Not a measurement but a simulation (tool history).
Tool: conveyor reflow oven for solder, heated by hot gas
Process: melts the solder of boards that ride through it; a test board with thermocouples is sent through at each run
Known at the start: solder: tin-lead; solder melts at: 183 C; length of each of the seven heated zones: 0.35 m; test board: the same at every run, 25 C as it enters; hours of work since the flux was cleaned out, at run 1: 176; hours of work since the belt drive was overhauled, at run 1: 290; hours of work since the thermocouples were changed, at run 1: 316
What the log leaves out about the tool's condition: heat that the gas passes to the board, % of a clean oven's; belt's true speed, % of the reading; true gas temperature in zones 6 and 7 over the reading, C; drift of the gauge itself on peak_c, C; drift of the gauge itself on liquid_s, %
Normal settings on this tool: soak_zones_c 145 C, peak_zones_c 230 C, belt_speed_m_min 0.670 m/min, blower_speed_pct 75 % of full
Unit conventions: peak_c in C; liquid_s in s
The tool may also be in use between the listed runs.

| run | day | soak_zones_c | peak_zones_c | belt_speed_m_min | blower_speed_pct | hours of work since the flux was cleaned out | hours of work since the belt drive was overhauled | hours of work since the thermocouples were changed | peak_c | liquid_s |
|---|---|---|---|---|---|---|---|---|---|---|
| 1 | 0.000 | 145 | 230 | 0.670 | 75 | 176 | 290 | 316 | 217.5 | 49.8 |
| 2 | 0.854 | 145 | 230 | 0.670 | 75 | 186 | 299 | 326 | 217.4 | 50.2 |
| 3 | 2.117 | 145 | 230 | 0.670 | 75 | 200 | 313 | 340 | 217.2 | 50.2 |
| 4 | 2.750 | 145 | 230 | 0.670 | 75 | 207 | 320 | 347 | 216.0 | 49.7 |
| 5 | 3.683 | 145 | 230 | 0.670 | 75 | 217 | 331 | 357 | 217.3 | 50.0 |
| 6 | 4.967 | 145 | 230 | 0.670 | 75 | 231 | 345 | 372 | 216.4 | 49.7 |
| 7 | 5.850 | 145 | 230 | 0.670 | 75 | 241 | 355 | 382 | 216.3 | 49.6 |
| 8 | 6.462 | 145 | 230 | 0.670 | 75 | 248 | 362 | 388 | 216.7 | 49.1 |
| 9 | 7.254 | 145 | 230 | 0.670 | 75 | 257 | 371 | 397 | 216.5 | 49.5 |
| 10 | 8.442 | 145 | 230 | 0.670 | 75 | 270 | 384 | 410 | 215.3 | 49.0 |
| 11 | 9.854 | 145 | 230 | 0.670 | 75 | 286 | 399 | 426 | 216.2 | 48.9 |
| 12 | 10.446 | 145 | 230 | 0.670 | 75 | 292 | 406 | 433 | 216.2 | 48.6 |
| 13 | 11.350 | 145 | 230 | 0.670 | 75 | 302 | 416 | 443 | 216.5 | 49.1 |
| 14 | 12.208 | 145 | 232 | 0.670 | 75 | 312 | 426 | 452 | 217.2 | 49.9 |
| 15 | 13.600 | 145 | 230 | 0.670 | 75 | 327 | 441 | 468 | 215.7 | 48.7 |
| 16 | 14.688 | 144 | 230 | 0.670 | 75 | 339 | 453 | 480 | 215.6 | 48.3 |
| 17 | 15.542 | 144 | 230 | 0.670 | 75 | 349 | 463 | 489 | 215.0 | 48.4 |
|  | 15.792 | belt drive overhauled, speed set with a stopwatch |
| 18 | 17.038 | 144 | 230 | 0.670 | 75 | 364 | 14 | 504 | 214.4 | 48.2 |
| 19 | 18.025 | 132 | 221 | 0.640 | 54 | 375 | 25 | 515 | 201.4 | 33.8 |
|  | 18.317 | belt drive overhauled, speed set with a stopwatch, once more |
| 20 | 19.212 | 132 | 237 | 0.738 | 54 | 386 | 10 | 526 | 209.0 | 33.9 |
| 21 | 19.962 | 132 | 239 | 0.738 | 90 | 394 | 18 | 535 | 219.7 | 42.5 |
| 22 | 21.221 | 144 | 235 | 0.576 | 90 | 408 | 32 | 549 | 224.2 | 63.2 |
| 23 | 22.417 | 146 | 222 | 0.660 | 69 | 422 | 46 | 562 | 206.8 | 42.3 |
|  | 23.521 | flux residue cleaned out of gas plates and filters |
| 24 | 23.988 | 146 | 222 | 0.660 | 69 | 5 | 61 | 577 | 208.7 | 46.2 |
| 25 | 24.767 | 145 | 227 | 0.796 | 75 | 14 | 69 | 586 | 209.6 | 36.9 |
| 26 | 26.100 | 145 | 227 | 0.796 | 75 | 29 | 84 | 601 | 209.9 | 37.8 |
| 27 | 27.062 | 145 | 227 | 0.796 | 75 | 39 | 95 | 611 | 209.7 | 37.7 |
| 28 | 27.725 | 145 | 229 | 0.670 | 67 | 47 | 102 | 619 | 215.1 | 48.2 |
| 29 | 28.929 | 159 | 239 | 0.779 | 75 | 60 | 116 | 632 | 222.7 | 49.2 |
| 30 | 29.738 | 159 | 242 | 0.779 | 79 | 69 | 125 | 641 | 226.7 | 51.2 |
| 31 | 30.933 | 138 | 224 | 0.711 | 79 | 82 | 138 | 654 | 209.1 | 40.0 |
| 32 | 32.079 | 138 | 224 | 0.711 | 79 | 95 | 151 | 667 | 209.4 | 39.8 |

3 options for the next run, each taken on its own from the tool as it stands now. Forecast them:
| A | 33.275 | 138 | 241 | 0.711 | 79 | 108 | 164 | 680 | ? | ? |
| B | 33.275 | 138 | 244 | 0.711 | 79 | 108 | 164 | 680 | ? | ? |
| C | 33.275 | 154 | 224 | 0.633 | 79 | 108 | 164 | 680 | ? | ? |

| run | peak_c | liquid_s |
|---|---|---|
| A | 225.0 | 48.6 |
| B | 227.6 | 50.0 |
| C | 212.8 | 54.8 |
Take away the tool's hidden state, keep each run's random variation, and the runs would have read:
| run | peak_c | liquid_s |
|---|---|---|
| A | 228.1 | 50.0 |
| B | 230.8 | 51.3 |
| C | 215.6 | 56.4 |
